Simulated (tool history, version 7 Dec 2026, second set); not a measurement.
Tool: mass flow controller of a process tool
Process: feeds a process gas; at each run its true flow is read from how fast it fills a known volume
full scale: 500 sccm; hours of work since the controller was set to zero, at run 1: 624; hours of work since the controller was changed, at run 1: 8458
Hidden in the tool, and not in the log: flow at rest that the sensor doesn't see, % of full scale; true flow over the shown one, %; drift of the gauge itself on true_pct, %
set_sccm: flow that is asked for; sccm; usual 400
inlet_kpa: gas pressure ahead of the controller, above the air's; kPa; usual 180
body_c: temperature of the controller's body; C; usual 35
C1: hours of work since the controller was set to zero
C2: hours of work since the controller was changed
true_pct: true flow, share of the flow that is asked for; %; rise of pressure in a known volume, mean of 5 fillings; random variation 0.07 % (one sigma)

{"run": 1, "day": 0.0, "set_sccm": 400, "inlet_kpa": 180, "body_c": 35, "C1": 624, "C2": 8458, "true_pct": 95.65}
{"run": 2, "day": 7.283, "set_sccm": 400, "inlet_kpa": 180, "body_c": 35, "C1": 764, "C2": 8598, "true_pct": 95.51}
{"run": 3, "day": 20.662, "set_sccm": 400, "inlet_kpa": 180, "body_c": 35, "C1": 1021, "C2": 8855, "true_pct": 95.29}
{"run": 4, "day": 36.421, "set_sccm": 400, "inlet_kpa": 180, "body_c": 35, "C1": 1323, "C2": 9157, "true_pct": 95.21}
{"run": 5, "day": 44.562, "set_sccm": 400, "inlet_kpa": 180, "body_c": 35, "C1": 1479, "C2": 9313, "true_pct": 95.07}
{"run": 6, "day": 52.65, "set_sccm": 400, "inlet_kpa": 180, "body_c": 35, "C1": 1634, "C2": 9468, "true_pct": 95.1}
{"run": 7, "day": 62.304, "set_sccm": 400, "inlet_kpa": 180, "body_c": 35, "C1": 1820, "C2": 9653, "true_pct": 95.0}
{"run": 8, "day": 79.279, "set_sccm": 400, "inlet_kpa": 180, "body_c": 35, "C1": 2145, "C2": 9979, "true_pct": 94.89}
{"run": 9, "day": 90.692, "set_sccm": 81, "inlet_kpa": 180, "body_c": 35, "C1": 2364, "C2": 10198, "true_pct": 92.7}
{"run": 10, "day": 99.458, "set_sccm": 400, "inlet_kpa": 180, "body_c": 35, "C1": 2532, "C2": 10366, "true_pct": 94.61}
{"run": 11, "day": 116.65, "set_sccm": 400, "inlet_kpa": 180, "body_c": 35, "C1": 2862, "C2": 10696, "true_pct": 94.47}
{"run": 12, "day": 131.821, "set_sccm": 400, "inlet_kpa": 180, "body_c": 35, "C1": 3153, "C2": 10987, "true_pct": 94.36}
{"run": 13, "day": 140.288, "set_sccm": 400, "inlet_kpa": 180, "body_c": 35, "C1": 3316, "C2": 11150, "true_pct": 94.28}
{"run": 14, "day": 156.75, "set_sccm": 400, "inlet_kpa": 180, "body_c": 35, "C1": 3631, "C2": 11465, "true_pct": 94.11}
{"run": 15, "day": 169.833, "set_sccm": 400, "inlet_kpa": 180, "body_c": 35, "C1": 3882, "C2": 11716, "true_pct": 94.01}
{"run": 16, "day": 177.154, "set_sccm": 400, "inlet_kpa": 180, "body_c": 35, "C1": 4023, "C2": 11857, "true_pct": 93.97}
{"day": 180.662, "done": "controller exchanged for a calibrated one"}
{"run": 17, "day": 186.854, "set_sccm": 59, "inlet_kpa": 180, "body_c": 35, "C1": 119, "C2": 119, "true_pct": 97.14}
{"run": 18, "day": 194.096, "set_sccm": 176, "inlet_kpa": 188, "body_c": 35, "C1": 258, "C2": 258, "true_pct": 97.75}
{"day": 195.742, "done": "controller's zero set anew"}
{"run": 19, "day": 210.129, "set_sccm": 70, "inlet_kpa": 180, "body_c": 26, "C1": 276, "C2": 565, "true_pct": 97.52}
{"run": 20, "day": 223.617, "set_sccm": 241, "inlet_kpa": 235, "body_c": 26, "C1": 535, "C2": 824, "true_pct": 98.1}
{"day": 234.421, "done": "controller's zero set anew, once more"}
{"run": 21, "day": 240.912, "set_sccm": 400, "inlet_kpa": 180, "body_c": 21, "C1": 125, "C2": 1155, "true_pct": 99.67}
{"run": 22, "day": 249.721, "set_sccm": 79, "inlet_kpa": 165, "body_c": 32, "C1": 293, "C2": 1324, "true_pct": 97.51}
{"run": 23, "day": 262.942, "set_sccm": 79, "inlet_kpa": 177, "body_c": 32, "C1": 547, "C2": 1578, "true_pct": 97.22}
{"run": 24, "day": 279.792, "set_sccm": 400, "inlet_kpa": 144, "body_c": 35, "C1": 870, "C2": 1901, "true_pct": 98.19}
{"run": 25, "day": 296.483, "set_sccm": 165, "inlet_kpa": 146, "body_c": 31, "C1": 1191, "C2": 2221, "true_pct": 97.6}
{"run": 26, "day": 313.217, "set_sccm": 400, "inlet_kpa": 148, "body_c": 24, "C1": 1512, "C2": 2542, "true_pct": 98.85}

4 ways to go on from here, each from the tool as it stands after run 26. What would each give?
{"run": "A", "day": 330.204, "set_sccm": 111, "inlet_kpa": 188, "body_c": 24, "C1": 1838, "C2": 2868, "true_pct": "?"}
{"run": "B", "day": 330.204, "set_sccm": 330, "inlet_kpa": 165, "body_c": 25, "C1": 1838, "C2": 2868, "true_pct": "?"}
{"run": "C", "day": 330.204, "set_sccm": 182, "inlet_kpa": 148, "body_c": 24, "C1": 1838, "C2": 2868, "true_pct": "?"}
{"run": "D", "day": 330.204, "set_sccm": 51, "inlet_kpa": 180, "body_c": 35, "C1": 1838, "C2": 2868, "true_pct": "?"}

run=A true_pct=97.06
run=B true_pct=98.31
run=C true_pct=97.74
run=D true_pct=94.70
Without the tool's hidden state the same runs would have given:
run=A true_pct=99.26
run=B true_pct=99.83
run=C true_pct=99.54
run=D true_pct=98.12
